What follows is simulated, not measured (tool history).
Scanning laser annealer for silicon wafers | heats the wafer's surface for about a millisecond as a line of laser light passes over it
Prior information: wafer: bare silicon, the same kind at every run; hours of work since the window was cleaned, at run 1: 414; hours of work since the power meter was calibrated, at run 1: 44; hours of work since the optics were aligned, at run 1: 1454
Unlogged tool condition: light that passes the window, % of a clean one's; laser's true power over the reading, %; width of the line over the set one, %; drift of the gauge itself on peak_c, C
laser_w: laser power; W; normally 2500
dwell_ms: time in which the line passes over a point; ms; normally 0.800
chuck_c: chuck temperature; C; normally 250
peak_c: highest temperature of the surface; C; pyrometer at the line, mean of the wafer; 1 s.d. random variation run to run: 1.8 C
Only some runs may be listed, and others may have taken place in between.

run   hour  laser_w  dwell_ms  chuck_c  hours of work since the window was cleaned  hours of work since the power meter was calibrated  hours of work since the optics were aligned  peak_c
  1    0.0     2500     0.800      250                                         414                                                  44                                         1454     958
  2    8.5     2500     0.800      250                                         419                                                  48                                         1458     959
  3   15.3     2500     0.800      250                                         422                                                  51                                         1462     955
  4   22.3     2500     0.800      250                                         425                                                  55                                         1465     955
  5   31.5     2500     0.800      256                                         430                                                  59                                         1469     960
  6   39.7     2500     0.800      250                                         434                                                  63                                         1473     957
  7   48.6     2346     0.800      250                                         438                                                  67                                         1478     914
  8   55.0     2500     0.800      221                                         441                                                  70                                         1481     928
  9   67.7     2500     0.800      221                                         447                                                  77                                         1487     929
 10   77.9     2510     0.800      250                                         452                                                  82                                         1492     956
 11   91.6     2510     0.800      250                                         459                                                  88                                         1499     959
 12  101.4     2503     0.872      250                                         464                                                  93                                         1503     986
 13  108.4     2503     0.872      250                                         467                                                  96                                         1507     983
 14  120.6     2708     0.841      250                                         473                                                 102                                         1513    1029
 15  127.6     2708     0.841      250                                         476                                                 106                                         1516    1028
 16  134.3     2315     0.843      252                                         480                                                 109                                         1519     924
 17  147.0     2339     0.740      256                                         486                                                 115                                         1525     897
 18  160.2     2500     0.850      225                                         492                                                 122                                         1532     952
 19  170.9     2500     0.850      225                                         497                                                 127                                         1537     953
 20  182.0     2500     0.850      225                                         503                                                 132                                         1542     954
 21  196.2     2500     0.850      225                                         510                                                 139                                         1549     951
 22  204.8     2500     0.804      255                                         514                                                 143                                         1553     961

4 options for the next run, each taken on its own from the tool as it stands now. Forecast them:
  A  216.2     2467     0.867      256                                         519                                                 149                                         1559       ?
  B  216.2     2574     0.804      255                                         519                                                 149                                         1559       ?
  C  216.2     2500     0.821      259                                         519                                                 149                                         1559       ?
  D  216.2     2722     0.636      222                                         519                                                 149                                         1559       ?

run  peak_c
  A     981
  B     982
  C     975
  D     911
With the hidden condition removed and each run's random variation left untouched, the same runs would have given:
run  peak_c
  A     983
  B     984
  C     977
  D     913

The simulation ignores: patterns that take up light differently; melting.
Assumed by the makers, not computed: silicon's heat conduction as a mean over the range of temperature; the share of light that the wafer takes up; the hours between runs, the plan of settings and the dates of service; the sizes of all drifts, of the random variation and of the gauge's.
